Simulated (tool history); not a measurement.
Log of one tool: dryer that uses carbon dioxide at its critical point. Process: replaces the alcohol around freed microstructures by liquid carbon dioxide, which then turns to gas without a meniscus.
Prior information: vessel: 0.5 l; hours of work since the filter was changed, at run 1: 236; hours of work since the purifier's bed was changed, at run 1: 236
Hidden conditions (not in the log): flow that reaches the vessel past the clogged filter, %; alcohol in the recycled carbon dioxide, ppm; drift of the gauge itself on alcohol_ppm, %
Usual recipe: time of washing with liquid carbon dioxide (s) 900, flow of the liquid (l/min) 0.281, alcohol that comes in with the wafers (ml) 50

| run | hour | time of washing with liquid carbon dioxide (s) | flow of the liquid (l/min) | alcohol that comes in with the wafers (ml) | hours of work since the filter was changed | hours of work since the purifier's bed was changed | alcohol left in the vessel before it's heated (ppm by volume) |
|---|---|---|---|---|---|---|---|
| 1 | 0.0 | 900 | 0.281 | 50 | 236 | 236 | 325 |
|  | 11.0 | inlet filter changed |
| 2 | 25.4 | 900 | 0.281 | 50 | 5 | 245 | 162 |
| 3 | 40.8 | 900 | 0.281 | 50 | 11 | 251 | 173 |
| 4 | 67.0 | 900 | 0.232 | 50 | 21 | 260 | 396 |
| 5 | 79.8 | 900 | 0.281 | 66 | 25 | 265 | 211 |
| 6 | 107.4 | 900 | 0.281 | 66 | 35 | 275 | 228 |
| 7 | 125.7 | 900 | 0.281 | 66 | 42 | 282 | 230 |
| 8 | 145.4 | 900 | 0.281 | 50 | 49 | 289 | 200 |
| 9 | 170.8 | 900 | 0.342 | 50 | 59 | 299 | 105 |
| 10 | 187.4 | 900 | 0.342 | 50 | 65 | 305 | 108 |
| 11 | 206.7 | 900 | 0.342 | 50 | 72 | 312 | 112 |
| 12 | 229.6 | 1080 | 0.342 | 50 | 80 | 320 | 96 |
| 13 | 247.4 | 1080 | 0.342 | 50 | 87 | 327 | 98 |
| 14 | 264.6 | 660 | 0.342 | 50 | 93 | 333 | 370 |
| 15 | 288.2 | 660 | 0.342 | 50 | 102 | 342 | 377 |
| 16 | 317.0 | 660 | 0.342 | 50 | 113 | 352 | 412 |
| 17 | 339.9 | 660 | 0.342 | 50 | 121 | 361 | 420 |
| 18 | 365.7 | 900 | 0.281 | 50 | 131 | 370 | 264 |
| 19 | 378.7 | 1200 | 0.335 | 65 | 135 | 375 | 110 |
| 20 | 400.6 | 1320 | 0.183 | 33 | 143 | 383 | 245 |
| 21 | 419.7 | 840 | 0.288 | 22 | 150 | 390 | 194 |
| 22 | 445.1 | 840 | 0.348 | 28 | 160 | 399 | 141 |
| 23 | 458.6 | 1320 | 0.382 | 42 | 165 | 404 | 106 |
| 24 | 482.1 | 780 | 0.281 | 50 | 173 | 413 | 564 |
| 25 | 493.8 | 780 | 0.281 | 50 | 178 | 417 | 557 |
| 26 | 516.6 | 780 | 0.281 | 50 | 186 | 426 | 577 |
| 27 | 532.9 | 780 | 0.222 | 50 | 192 | 432 | 1527 |
| 28 | 552.9 | 1140 | 0.223 | 32 | 199 | 439 | 247 |
| 29 | 575.9 | 1140 | 0.223 | 32 | 208 | 448 | 253 |
| 30 | 596.2 | 1140 | 0.223 | 32 | 215 | 455 | 261 |
| 31 | 609.8 | 1140 | 0.223 | 32 | 220 | 460 | 268 |
| 32 | 636.8 | 1320 | 0.268 | 67 | 230 | 470 | 146 |
|  | 663.1 | inlet filter changed |
| 33 | 663.1 | 1320 | 0.268 | 28 | 0 | 479 | 125 |

Estimate the outcome of run 34 from the log above:
| 34 | 688.0 | 900 | 0.268 | 23 | 9 | 489 | ? |

alcohol left in the vessel before it's heated (ppm by volume): 194
Take away the tool's hidden state, keep the run-to-run variation as it was, and the same run would have given alcohol left in the vessel before it's heated (ppm by volume) 66.
